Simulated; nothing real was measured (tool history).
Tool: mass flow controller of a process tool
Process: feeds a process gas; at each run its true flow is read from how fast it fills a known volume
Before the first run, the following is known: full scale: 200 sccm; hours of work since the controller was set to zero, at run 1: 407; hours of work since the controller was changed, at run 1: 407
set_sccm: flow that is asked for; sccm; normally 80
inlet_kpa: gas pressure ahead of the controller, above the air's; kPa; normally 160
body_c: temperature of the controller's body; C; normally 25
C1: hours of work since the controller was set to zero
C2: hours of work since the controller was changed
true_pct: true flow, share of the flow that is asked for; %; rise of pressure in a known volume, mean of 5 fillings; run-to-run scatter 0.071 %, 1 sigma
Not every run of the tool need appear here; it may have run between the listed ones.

{"run": 1, "hour": 0.0, "set_sccm": 80, "inlet_kpa": 160, "body_c": 25, "C1": 407, "C2": 407, "true_pct": 99.5}
{"run": 2, "hour": 103.9, "set_sccm": 191, "inlet_kpa": 160, "body_c": 25, "C1": 448, "C2": 448, "true_pct": 99.77}
{"run": 3, "hour": 308.8, "set_sccm": 191, "inlet_kpa": 160, "body_c": 25, "C1": 529, "C2": 529, "true_pct": 99.88}
{"run": 4, "hour": 531.1, "set_sccm": 191, "inlet_kpa": 160, "body_c": 25, "C1": 617, "C2": 617, "true_pct": 99.95}
{"run": 5, "hour": 718.0, "set_sccm": 191, "inlet_kpa": 160, "body_c": 25, "C1": 692, "C2": 692, "true_pct": 99.86}
{"run": 6, "hour": 828.1, "set_sccm": 191, "inlet_kpa": 160, "body_c": 25, "C1": 735, "C2": 735, "true_pct": 99.92}
{"run": 7, "hour": 966.6, "set_sccm": 191, "inlet_kpa": 160, "body_c": 25, "C1": 790, "C2": 790, "true_pct": 99.99}
{"run": 8, "hour": 1157.6, "set_sccm": 191, "inlet_kpa": 160, "body_c": 25, "C1": 866, "C2": 866, "true_pct": 99.98}
{"run": 9, "hour": 1351.2, "set_sccm": 191, "inlet_kpa": 160, "body_c": 25, "C1": 942, "C2": 942, "true_pct": 100.07}
{"run": 10, "hour": 1507.8, "set_sccm": 191, "inlet_kpa": 160, "body_c": 25, "C1": 1004, "C2": 1004, "true_pct": 100.24}
{"run": 11, "hour": 1615.4, "set_sccm": 191, "inlet_kpa": 160, "body_c": 25, "C1": 1047, "C2": 1047, "true_pct": 100.23}
{"run": 12, "hour": 1814.6, "set_sccm": 191, "inlet_kpa": 160, "body_c": 25, "C1": 1126, "C2": 1126, "true_pct": 100.27}
{"run": 13, "hour": 2031.0, "set_sccm": 80, "inlet_kpa": 160, "body_c": 25, "C1": 1212, "C2": 1212, "true_pct": 100.08}
{"run": 14, "hour": 2182.7, "set_sccm": 80, "inlet_kpa": 160, "body_c": 25, "C1": 1272, "C2": 1272, "true_pct": 100.04}
{"run": 15, "hour": 2278.2, "set_sccm": 80, "inlet_kpa": 160, "body_c": 25, "C1": 1310, "C2": 1310, "true_pct": 100.05}
{"run": 16, "hour": 2448.1, "set_sccm": 80, "inlet_kpa": 160, "body_c": 25, "C1": 1377, "C2": 1377, "true_pct": 100.09}
{"run": 17, "hour": 2634.2, "set_sccm": 32, "inlet_kpa": 170, "body_c": 25, "C1": 1451, "C2": 1451, "true_pct": 100.3}
{"run": 18, "hour": 2793.2, "set_sccm": 32, "inlet_kpa": 170, "body_c": 25, "C1": 1513, "C2": 1513, "true_pct": 100.25}
{"run": 19, "hour": 3011.0, "set_sccm": 32, "inlet_kpa": 170, "body_c": 25, "C1": 1600, "C2": 1600, "true_pct": 100.39}
{"run": 20, "hour": 3220.7, "set_sccm": 53, "inlet_kpa": 170, "body_c": 24, "C1": 1683, "C2": 1683, "true_pct": 100.23}
{"run": 21, "hour": 3320.6, "set_sccm": 80, "inlet_kpa": 196, "body_c": 27, "C1": 1722, "C2": 1722, "true_pct": 100.86}
{"run": 22, "hour": 3499.4, "set_sccm": 80, "inlet_kpa": 196, "body_c": 27, "C1": 1793, "C2": 1793, "true_pct": 100.92}
{"run": 23, "hour": 3632.8, "set_sccm": 80, "inlet_kpa": 196, "body_c": 27, "C1": 1846, "C2": 1846, "true_pct": 100.9}
{"run": 24, "hour": 3796.9, "set_sccm": 80, "inlet_kpa": 196, "body_c": 27, "C1": 1911, "C2": 1911, "true_pct": 101.03}
{"run": 25, "hour": 4019.2, "set_sccm": 22, "inlet_kpa": 235, "body_c": 29, "C1": 1999, "C2": 1999, "true_pct": 101.32}
{"run": 26, "hour": 4159.1, "set_sccm": 113, "inlet_kpa": 160, "body_c": 29, "C1": 2054, "C2": 2054, "true_pct": 100.97}
{"run": 27, "hour": 4278.6, "set_sccm": 157, "inlet_kpa": 187, "body_c": 22, "C1": 2102, "C2": 2102, "true_pct": 100.69}
{"run": 28, "hour": 4381.2, "set_sccm": 47, "inlet_kpa": 171, "body_c": 38, "C1": 2142, "C2": 2142, "true_pct": 102.2}
{"run": 29, "hour": 4493.0, "set_sccm": 80, "inlet_kpa": 150, "body_c": 27, "C1": 2187, "C2": 2187, "true_pct": 100.95}
{"run": 30, "hour": 4623.0, "set_sccm": 80, "inlet_kpa": 150, "body_c": 27, "C1": 2238, "C2": 2238, "true_pct": 100.92}
{"run": 31, "hour": 4835.4, "set_sccm": 80, "inlet_kpa": 150, "body_c": 27, "C1": 2322, "C2": 2322, "true_pct": 101.05}
{"run": 32, "hour": 5018.4, "set_sccm": 80, "inlet_kpa": 160, "body_c": 25, "C1": 2395, "C2": 2395, "true_pct": 100.95}

For some of the steps in true_pct from one run to the next: how much would appear even if the tool had no hidden state, given the settings, what came in and random variation, and how much remains for the hidden state plus any gauge scatter that the measured result and the result without hidden state don't share?
What the log doesn't record here: flow at rest that the sensor doesn't see, % of full scale; true flow over the shown one, %; drift of the gauge itself on true_pct, %.
Run 2 -> 3: no setting changed, nothing entered. true_pct +0.11 %: hidden state +0.06, all else +0.05.
Run 18 -> 19: no setting changed, nothing entered. true_pct +0.14 %: hidden state +0.07, all else +0.07.
Run 20 -> 21: set_sccm 53 -> 80, inlet_kpa 170 -> 196, body_c 24 -> 27. true_pct +0.63 %: hidden state +0.03, all else +0.60.
Run 24 -> 25: set_sccm 80 -> 22, inlet_kpa 196 -> 235, body_c 27 -> 29. true_pct +0.29 %: hidden state +0.07, all else +0.22.
Run 27 -> 28: set_sccm 157 -> 47, inlet_kpa 187 -> 171, body_c 22 -> 38. true_pct +1.51 %: hidden state +0.04, all else +1.47.
Run 28 -> 29: set_sccm 47 -> 80, inlet_kpa 171 -> 150, body_c 38 -> 27. true_pct -1.25 %: hidden state +0.02, all else -1.27.
